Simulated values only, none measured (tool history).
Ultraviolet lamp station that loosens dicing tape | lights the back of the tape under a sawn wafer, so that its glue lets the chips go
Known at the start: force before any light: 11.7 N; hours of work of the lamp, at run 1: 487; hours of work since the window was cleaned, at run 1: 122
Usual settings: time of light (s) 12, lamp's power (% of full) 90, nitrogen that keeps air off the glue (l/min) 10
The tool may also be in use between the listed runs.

run	hour	time of light (s)	lamp's power (% of full)	nitrogen that keeps air off the glue (l/min)	hours of work of the lamp	hours of work since the window was cleaned	force that peels the tape off (N)	light that reached the tape (mJ/cm²)
1	0	12	90	10	487	122	0.612	266
2	78.5	12	90	10	532	166	0.612	258
3	126.7	12	90	17	559	194	0.482	261
4	175.7	12	90	17	587	222	0.49	254
5	217.4	12	90	17	611	245	0.499	251
6	256.5	12	90	17	633	268	0.527	247
7	329.8	12	90	17	675	309	0.523	241
8	391.8	12	90	17	710	345	0.588	235
9	481.5	12	76	17	761	396	0.983	193
10	524.9	12	76	17	786	420	0.99	198
11	593.7	12	76	17	825	460	1.062	190
12	661.5	12	76	17	863	498	1.092	181
13	729.1	12	76	17	902	537	1.17	181
# hour 734.7: window cleaned of glue's vapour
14	792.9	12	76	17	938	33	1.325	167
15	865.7	12	76	17	979	75	1.424	166
# hour 887.1: window cleaned of glue's vapour, once more
16	908.3	12	76	17	1003	12	0.918	197
17	986.9	12	76	11	1048	57	1.188	190
18	1070.5	7	61	11	1096	104	4.034	87
19	1147.3	9	99	14	1139	148	1.3	180
20	1228.7	8	71	15	1186	194	2.844	111
21	1294	8	71	13	1223	232	3.019	111
22	1364.5	9	68	10	1263	272	3.122	117
23	1451.7	7	90	12	1313	321	2.967	113
24	1516.8	7	90	12	1350	358	2.928	118
25	1565.3	12	83	10	1377	386	1.556	181

Measured less the same run without the tool's hidden state. The same run-to-run variation is in both; the gauge's scatter may not be:
The hidden state here: lamp's light, % of a new lamp's; light that the window lets through, % of a clean one's; drift of the gauge itself on peel_n, %; drift of the gauge itself on dose_mj_cm2, %.
run	force that peels the tape off (N)	light that reached the tape (mJ/cm²)
1	+0.193	-40
2	+0.213	-45
3	+0.184	-49
4	+0.201	-53
5	+0.216	-55
6	+0.234	-58
7	+0.253	-63
8	+0.302	-69
9	+0.504	-63
10	+0.531	-66
11	+0.581	-69
12	+0.627	-74
13	+0.696	-77
14	+0.869	-91
15	+0.959	-96
16	+0.453	-59
17	+0.59	-64
18	+1.26	-33
19	+0.719	-71
20	+1.281	-48
21	+1.376	-50
22	+1.481	-57
23	+1.531	-61
24	+1.56	-65
25	+1.042	-105
